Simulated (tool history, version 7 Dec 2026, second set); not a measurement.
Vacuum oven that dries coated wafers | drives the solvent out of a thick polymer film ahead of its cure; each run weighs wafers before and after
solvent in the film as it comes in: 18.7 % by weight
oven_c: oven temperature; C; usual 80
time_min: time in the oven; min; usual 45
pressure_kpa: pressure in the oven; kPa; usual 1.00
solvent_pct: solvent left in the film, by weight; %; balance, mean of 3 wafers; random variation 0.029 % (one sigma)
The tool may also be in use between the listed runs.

Run 1, hour 0.0: usual settings. Result: solvent_pct 3.41 %.
Run 2, hour 7.2: usual settings. Result: solvent_pct 3.45 %.
Run 3, hour 17.7: usual settings but time_min 26 min. Result: solvent_pct 6.31 %.
Run 4, hour 29.4: usual settings but pressure_kpa 0.83 kPa. Result: solvent_pct 3.32 %.
Run 5, hour 40.1: usual settings but oven_c 89 C, pressure_kpa 0.83 kPa. Result: solvent_pct 1.32 %.
Run 6, hour 49.0: usual settings. Result: solvent_pct 3.36 %.
Run 7, hour 60.7: usual settings. Result: solvent_pct 3.41 %.
Run 8, hour 70.8: usual settings but oven_c 73 C. Result: solvent_pct 5.61 %.
Run 9, hour 82.7: usual settings but oven_c 73 C. Result: solvent_pct 5.66 %.
Run 10, hour 93.1: usual settings but oven_c 73 C. Result: solvent_pct 5.53 %.
Run 11, hour 102.5: usual settings but oven_c 73 C. Result: solvent_pct 5.63 %.
Run 12, hour 109.6: usual settings but oven_c 73 C. Result: solvent_pct 5.62 %.
Run 13, hour 115.5: usual settings but oven_c 84 C. Result: solvent_pct 2.36 %.
Run 14, hour 120.4: usual settings. Result: solvent_pct 3.36 %.
Run 15, hour 126.2: usual settings but time_min 80 min. Result: solvent_pct 1.27 %.
Run 16, hour 132.4: usual settings but time_min 43 min, pressure_kpa 2.69 kPa. Result: solvent_pct 4.21 %.
Run 17, hour 140.1: usual settings but time_min 43 min, pressure_kpa 1.20 kPa. Result: solvent_pct 3.62 %.
Run 18, hour 145.9: usual settings but pressure_kpa 0.76 kPa. Result: solvent_pct 3.28 %.
Run 19, hour 153.9: usual settings but oven_c 70 C, time_min 76 min, pressure_kpa 2.52 kPa. Result: solvent_pct 4.76 %.
Run 20, hour 159.7: usual settings but oven_c 70 C, time_min 76 min, pressure_kpa 2.52 kPa. Result: solvent_pct 4.75 %.
Run 21, hour 170.7: usual settings but oven_c 72 C, time_min 33 min, pressure_kpa 0.67 kPa. Result: solvent_pct 7.42 %.
Run 22, hour 175.8: usual settings but oven_c 72 C, time_min 33 min, pressure_kpa 0.67 kPa. Result: solvent_pct 7.46 %.
Run 23, hour 187.2: usual settings but oven_c 81 C, time_min 52 min, pressure_kpa 0.66 kPa. Result: solvent_pct 2.29 %.
Run 24, hour 196.6: usual settings but oven_c 70 C, pressure_kpa 3.05 kPa. Result: solvent_pct 7.52 %.
Run 25, hour 203.0: usual settings but oven_c 70 C, pressure_kpa 1.53 kPa. Result: solvent_pct 6.89 %.
Run 26, hour 209.5: usual settings but oven_c 70 C, pressure_kpa 1.53 kPa. Result: solvent_pct 6.90 %.
Run 27, hour 220.5: usual settings but oven_c 79 C, time_min 79 min, pressure_kpa 0.52 kPa. Result: solvent_pct 1.24 %.
Run 28, hour 225.6: usual settings but oven_c 86 C, time_min 65 min. Result: solvent_pct 0.90 %.
Run 29, hour 232.6: usual settings but oven_c 86 C, time_min 65 min. Result: solvent_pct 0.90 %.

Forecast each of these 4 alternatives for the next run:
Run A, hour 239.9: usual settings but pressure_kpa 0.53 kPa. Result: solvent_pct ?.
Run B, hour 239.9: usual settings but oven_c 83 C, time_min 24 min, pressure_kpa 3.79 kPa. Result: solvent_pct ?.
Run C, hour 239.9: usual settings but oven_c 90 C, time_min 27 min. Result: solvent_pct ?.
Run D, hour 239.9: usual settings but oven_c 86 C, time_min 73 min. Result: solvent_pct ?.

run  solvent_pct
  A         3.13
  B         6.47
  C         3.02
  D         0.75
Without the tool's hidden state the same runs would have given:
run  solvent_pct
  A         3.24
  B         6.61
  C         3.14
  D         0.78
